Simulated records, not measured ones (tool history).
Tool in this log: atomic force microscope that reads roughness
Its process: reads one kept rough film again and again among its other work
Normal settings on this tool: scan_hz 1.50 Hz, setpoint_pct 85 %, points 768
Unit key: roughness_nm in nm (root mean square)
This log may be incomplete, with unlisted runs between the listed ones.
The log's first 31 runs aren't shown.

{"run": 32, "hour": 680.9, "scan_hz": 2.79, "setpoint_pct": 70, "points": 541, "roughness_nm": 1.775}
{"run": 33, "hour": 699.4, "scan_hz": 1.36, "setpoint_pct": 87, "points": 277, "roughness_nm": 1.607}
{"run": 34, "hour": 726.9, "scan_hz": 1.36, "setpoint_pct": 87, "points": 627, "roughness_nm": 1.567}
{"run": 35, "hour": 752.1, "scan_hz": 3.95, "setpoint_pct": 69, "points": 768, "roughness_nm": 1.439}
{"run": 36, "hour": 771.1, "scan_hz": 3.95, "setpoint_pct": 69, "points": 768, "roughness_nm": 1.362}
{"hour": 801.9, "done": "new tip fitted"}
{"run": 37, "hour": 801.9, "scan_hz": 1.5, "setpoint_pct": 81, "points": 714, "roughness_nm": 2.943}
{"run": 38, "hour": 826.3, "scan_hz": 1.5, "setpoint_pct": 68, "points": 888, "roughness_nm": 2.832}
{"run": 39, "hour": 849.1, "scan_hz": 1.07, "setpoint_pct": 68, "points": 405, "roughness_nm": 2.605}
{"run": 40, "hour": 862.1, "scan_hz": 1.07, "setpoint_pct": 68, "points": 405, "roughness_nm": 2.493}
{"run": 41, "hour": 889.1, "scan_hz": 1.6, "setpoint_pct": 85, "points": 768, "roughness_nm": 2.035}
{"run": 42, "hour": 901.8, "scan_hz": 1.5, "setpoint_pct": 78, "points": 264, "roughness_nm": 2.001}
{"run": 43, "hour": 928.7, "scan_hz": 1.5, "setpoint_pct": 78, "points": 264, "roughness_nm": 1.835}
{"run": 44, "hour": 945.1, "scan_hz": 1.5, "setpoint_pct": 78, "points": 264, "roughness_nm": 1.773}

Forecast each of these 3 alternatives for the next run:
{"run": "A", "hour": 957.6, "scan_hz": 3.9, "setpoint_pct": 78, "points": 281, "roughness_nm": "?"}
{"run": "B", "hour": 957.6, "scan_hz": 1.5, "setpoint_pct": 88, "points": 264, "roughness_nm": "?"}
{"run": "C", "hour": 957.6, "scan_hz": 1.79, "setpoint_pct": 69, "points": 260, "roughness_nm": "?"}

run=A roughness_nm=1.455
run=B roughness_nm=1.595
run=C roughness_nm=1.764
With the hidden condition removed and each run's random variation left untouched, the same runs would have given:
run=A roughness_nm=2.484
run=B roughness_nm=2.715
run=C roughness_nm=3.007
